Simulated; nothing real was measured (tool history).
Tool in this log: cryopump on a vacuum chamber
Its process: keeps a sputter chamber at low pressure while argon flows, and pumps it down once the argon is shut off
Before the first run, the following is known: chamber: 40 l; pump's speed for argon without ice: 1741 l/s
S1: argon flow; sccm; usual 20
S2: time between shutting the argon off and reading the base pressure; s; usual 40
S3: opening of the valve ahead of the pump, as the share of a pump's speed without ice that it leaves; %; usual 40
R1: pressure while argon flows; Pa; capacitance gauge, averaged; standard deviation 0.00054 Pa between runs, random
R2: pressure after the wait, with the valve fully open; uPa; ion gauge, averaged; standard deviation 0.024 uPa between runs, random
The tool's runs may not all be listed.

run   hour  S1   S2  S3      R1    R2
  1      0  20   40  40  0.0488  1.21
  2   13.3  20   40  40  0.0514  1.28
  3     36  11   40  40  0.0286  1.27
  4   49.7  20   40  40   0.051  1.28
  5   77.2  20   40  40   0.051  1.34
  6  103.1   9   40  40  0.0231  1.27
  7  129.6   9   40  40  0.0232  1.37
  8  148.3  20   40  40   0.051   1.3
  9  161.9  20   40  40  0.0511  1.38
 10  183.8  20   40  40  0.0512  1.43
 11  201.3  20   40  40   0.051  1.42
 12  225.1  20   40  40  0.0514  1.44
 13  238.8  20   40  40  0.0528  1.47
 14  266.7  20   40  16  0.1242  1.49
 15  283.2  20   40  16  0.1244  1.52
 16    298  20   40  40  0.0524   1.5
 17  321.8  20   40  40  0.0517  1.57
 18  339.9  20   40  40  0.0525  1.58
 19  366.9   9   32  40  0.0239  1.77
 20  386.1   9  212  23  0.0395  1.02
 21  404.3  24   47  53  0.0484  1.56
 22  422.6  24   47  53  0.0492  1.56
 23  447.9  10  296  40  0.0263  1.06
 24  464.1  10  236  40  0.0263  1.15
 25  478.1  10  236  40  0.0262  1.16
 26  490.6  10  236  40  0.0259  1.17
 27  503.1  13   41  30  0.0447  1.69
 28  530.3  13   41  30  0.0449  1.78
 29  547.8  21   46  54  0.0441  1.74
 30  560.3  37   46  42  0.0932   1.7
 31  574.8  33   36  27  0.1268  1.87
 32  590.1  16  105  34  0.0504  1.44
 33  608.6  16  105  34  0.0498  1.47

Subtracting, for every run, the result it would have given without the tool's unlogged condition from the measured result gives the following. The same run-to-run variation enters both numbers; the gauge's scatter may not:
Hidden conditions of the tool in this case: pump's speed, % of a pump's without ice; cold plate's temperature, K; leak into the chamber, uPa l/s; drift of the gauge itself on working_pa, %; drift of the gauge itself on base_upa, %.
run       R1     R2
  1  +0.0016  +0.36
  2  +0.0017  +0.38
  3   +0.001   +0.4
  4  +0.0018  +0.41
  5   +0.002  +0.45
  6  +0.0009  +0.45
  7   +0.001   +0.5
  8  +0.0024  +0.49
  9  +0.0024  +0.51
 10  +0.0026  +0.55
 11  +0.0027  +0.56
 12  +0.0029  +0.59
 13  +0.0029   +0.6
 14  +0.0031  +0.64
 15  +0.0032  +0.65
 16  +0.0033  +0.66
 17  +0.0034  +0.69
 18  +0.0035  +0.72
 19  +0.0016  +0.74
 20  +0.0017  +0.73
 21  +0.0046  +0.78
 22  +0.0049   +0.8
 23  +0.0021  +0.81
 24  +0.0021  +0.84
 25  +0.0022  +0.85
 26  +0.0022  +0.88
 27  +0.0029  +0.88
 28  +0.0031  +0.93
 29  +0.0051  +0.96
 30   +0.009  +0.94
 31  +0.0082  +0.97
 32  +0.0041  +0.99
 33  +0.0042  +1.03
